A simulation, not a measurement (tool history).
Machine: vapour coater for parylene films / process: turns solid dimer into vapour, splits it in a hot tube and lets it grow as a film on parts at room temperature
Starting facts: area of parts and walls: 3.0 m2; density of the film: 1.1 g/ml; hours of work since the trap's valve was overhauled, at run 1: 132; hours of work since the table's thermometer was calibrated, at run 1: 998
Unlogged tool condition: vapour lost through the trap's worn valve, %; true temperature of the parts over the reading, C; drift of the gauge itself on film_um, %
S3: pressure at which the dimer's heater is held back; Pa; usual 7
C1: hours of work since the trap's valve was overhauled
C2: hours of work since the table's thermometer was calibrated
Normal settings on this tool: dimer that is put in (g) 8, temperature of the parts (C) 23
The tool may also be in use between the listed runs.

{"run": 1, "hour": 0.0, "dimer that is put in (g)": 8, "temperature of the parts (C)": 23, "S3": 7, "C1": 132, "C2": 998, "thickness of the film (nm)": 1325}
{"run": 2, "hour": 50.1, "dimer that is put in (g)": 8, "temperature of the parts (C)": 28, "S3": 7, "C1": 155, "C2": 1021, "thickness of the film (nm)": 1229}
{"run": 3, "hour": 98.1, "dimer that is put in (g)": 8, "temperature of the parts (C)": 28, "S3": 7, "C1": 177, "C2": 1043, "thickness of the film (nm)": 1221}
{"run": 4, "hour": 122.9, "dimer that is put in (g)": 8, "temperature of the parts (C)": 23, "S3": 7, "C1": 188, "C2": 1054, "thickness of the film (nm)": 1320}
{"run": 5, "hour": 155.4, "dimer that is put in (g)": 8, "temperature of the parts (C)": 23, "S3": 7, "C1": 203, "C2": 1069, "thickness of the film (nm)": 1324}
{"run": 6, "hour": 187.0, "dimer that is put in (g)": 8, "temperature of the parts (C)": 23, "S3": 7, "C1": 217, "C2": 1084, "thickness of the film (nm)": 1336}
{"run": 7, "hour": 240.6, "dimer that is put in (g)": 8, "temperature of the parts (C)": 23, "S3": 3.45, "C1": 242, "C2": 1108, "thickness of the film (nm)": 1469}
{"run": 8, "hour": 274.4, "dimer that is put in (g)": 6, "temperature of the parts (C)": 23, "S3": 3.45, "C1": 257, "C2": 1124, "thickness of the film (nm)": 1096}
{"run": 9, "hour": 307.8, "dimer that is put in (g)": 8, "temperature of the parts (C)": 23, "S3": 7, "C1": 272, "C2": 1139, "thickness of the film (nm)": 1323}
{"run": 10, "hour": 359.8, "dimer that is put in (g)": 8, "temperature of the parts (C)": 23, "S3": 7, "C1": 296, "C2": 1162, "thickness of the film (nm)": 1326}
{"run": 11, "hour": 395.7, "dimer that is put in (g)": 8, "temperature of the parts (C)": 23, "S3": 7, "C1": 313, "C2": 1179, "thickness of the film (nm)": 1321}
{"run": 12, "hour": 444.0, "dimer that is put in (g)": 10, "temperature of the parts (C)": 23, "S3": 7, "C1": 335, "C2": 1201, "thickness of the film (nm)": 1647}
{"run": 13, "hour": 496.0, "dimer that is put in (g)": 9, "temperature of the parts (C)": 31, "S3": 6.57, "C1": 358, "C2": 1225, "thickness of the film (nm)": 1328}
{"run": 14, "hour": 526.2, "dimer that is put in (g)": 9, "temperature of the parts (C)": 20, "S3": 3.9, "C1": 372, "C2": 1238, "thickness of the film (nm)": 1702}
{"run": 15, "hour": 570.1, "dimer that is put in (g)": 6, "temperature of the parts (C)": 33, "S3": 7.19, "C1": 392, "C2": 1258, "thickness of the film (nm)": 856}
{"run": 16, "hour": 609.7, "dimer that is put in (g)": 6, "temperature of the parts (C)": 33, "S3": 7.19, "C1": 410, "C2": 1276, "thickness of the film (nm)": 848}
{"run": 17, "hour": 638.3, "dimer that is put in (g)": 4, "temperature of the parts (C)": 17, "S3": 7, "C1": 423, "C2": 1289, "thickness of the film (nm)": 730}
{"run": 18, "hour": 693.2, "dimer that is put in (g)": 4, "temperature of the parts (C)": 17, "S3": 7, "C1": 448, "C2": 1314, "thickness of the film (nm)": 722}
{"run": 19, "hour": 723.6, "dimer that is put in (g)": 8, "temperature of the parts (C)": 19, "S3": 3.14, "C1": 462, "C2": 1328, "thickness of the film (nm)": 1577}
{"run": 20, "hour": 770.0, "dimer that is put in (g)": 8, "temperature of the parts (C)": 19, "S3": 2.64, "C1": 483, "C2": 1350, "thickness of the film (nm)": 1601}
{"run": 21, "hour": 822.8, "dimer that is put in (g)": 10, "temperature of the parts (C)": 27, "S3": 5.51, "C1": 507, "C2": 1374, "thickness of the film (nm)": 1598}
{"run": 22, "hour": 873.4, "dimer that is put in (g)": 10, "temperature of the parts (C)": 27, "S3": 5.51, "C1": 530, "C2": 1397, "thickness of the film (nm)": 1614}
{"run": 23, "hour": 895.6, "dimer that is put in (g)": 6, "temperature of the parts (C)": 23, "S3": 2.17, "C1": 540, "C2": 1407, "thickness of the film (nm)": 1180}
{"run": 24, "hour": 936.4, "dimer that is put in (g)": 6, "temperature of the parts (C)": 23, "S3": 2.17, "C1": 559, "C2": 1425, "thickness of the film (nm)": 1171}

Forecast each of these 5 alternatives for the next run:
{"run": "A", "hour": 978.8, "dimer that is put in (g)": 6, "temperature of the parts (C)": 31, "S3": 9.41, "C1": 578, "C2": 1445, "thickness of the film (nm)": "?"}
{"run": "B", "hour": 978.8, "dimer that is put in (g)": 6, "temperature of the parts (C)": 23, "S3": 6.03, "C1": 578, "C2": 1445, "thickness of the film (nm)": "?"}
{"run": "C", "hour": 978.8, "dimer that is put in (g)": 7, "temperature of the parts (C)": 31, "S3": 2.97, "C1": 578, "C2": 1445, "thickness of the film (nm)": "?"}
{"run": "D", "hour": 978.8, "dimer that is put in (g)": 6, "temperature of the parts (C)": 23, "S3": 2.05, "C1": 578, "C2": 1445, "thickness of the film (nm)": "?"}
{"run": "E", "hour": 978.8, "dimer that is put in (g)": 11, "temperature of the parts (C)": 33, "S3": 8.67, "C1": 578, "C2": 1445, "thickness of the film (nm)": "?"}

run=A thickness_of_the_film_(nm)=852
run=B thickness_of_the_film_(nm)=1014
run=C thickness_of_the_film_(nm)=1155
run=D thickness_of_the_film_(nm)=1197
run=E thickness_of_the_film_(nm)=1501
With the hidden condition removed and each run's random variation left untouched, the same runs would have given:
run=A thickness_of_the_film_(nm)=853
run=B thickness_of_the_film_(nm)=1016
run=C thickness_of_the_film_(nm)=1157
run=D thickness_of_the_film_(nm)=1199
run=E thickness_of_the_film_(nm)=1504

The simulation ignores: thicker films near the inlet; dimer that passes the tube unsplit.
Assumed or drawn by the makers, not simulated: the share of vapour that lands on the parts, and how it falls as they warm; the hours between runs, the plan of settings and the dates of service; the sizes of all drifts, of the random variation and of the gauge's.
